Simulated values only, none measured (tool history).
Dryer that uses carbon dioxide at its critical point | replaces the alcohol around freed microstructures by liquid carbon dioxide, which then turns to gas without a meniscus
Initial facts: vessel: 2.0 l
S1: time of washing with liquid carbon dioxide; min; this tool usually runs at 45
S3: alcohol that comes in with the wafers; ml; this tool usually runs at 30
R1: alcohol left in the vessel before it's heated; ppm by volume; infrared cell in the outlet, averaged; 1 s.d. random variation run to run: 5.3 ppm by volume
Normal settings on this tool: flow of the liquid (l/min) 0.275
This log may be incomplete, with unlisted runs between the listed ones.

run 1 hour=0.0 | S1=45 flow_of_the_liquid_(l/min)=0.275 S3=30 | R1=137
run 2 hour=19.3 | S1=45 flow_of_the_liquid_(l/min)=0.275 S3=30 | R1=130
run 3 hour=34.5 | S1=45 flow_of_the_liquid_(l/min)=0.275 S3=30 | R1=143
run 4 hour=52.5 | S1=45 flow_of_the_liquid_(l/min)=0.275 S3=30 | R1=158
run 5 hour=74.1 | S1=45 flow_of_the_liquid_(l/min)=0.204 S3=30 | R1=514
run 6 hour=90.9 | S1=45 flow_of_the_liquid_(l/min)=0.204 S3=30 | R1=514
run 7 hour=111.5 | S1=45 flow_of_the_liquid_(l/min)=0.275 S3=106 | R1=530
run 8 hour=130.9 | S1=45 flow_of_the_liquid_(l/min)=0.275 S3=20 | R1=136
run 9 hour=150.7 | S1=34 flow_of_the_liquid_(l/min)=0.213 S3=38 | R1=1367
run 10 hour=161.3 | S1=67 flow_of_the_liquid_(l/min)=0.359 S3=22 | R1=43
run 11 hour=173.7 | S1=30 flow_of_the_liquid_(l/min)=0.203 S3=88 | R1=4871
run 12 hour=185.4 | S1=30 flow_of_the_liquid_(l/min)=0.203 S3=88 | R1=5082

Run 13 is up next; what results do you expect?
run 13 hour=201.7 | S1=30 flow_of_the_liquid_(l/min)=0.203 S3=88 | R1=?

{"run 13": {"R1": 4905}}
Had the tool carried no hidden state, the very same run would have given R1 3934 ppm by volume.

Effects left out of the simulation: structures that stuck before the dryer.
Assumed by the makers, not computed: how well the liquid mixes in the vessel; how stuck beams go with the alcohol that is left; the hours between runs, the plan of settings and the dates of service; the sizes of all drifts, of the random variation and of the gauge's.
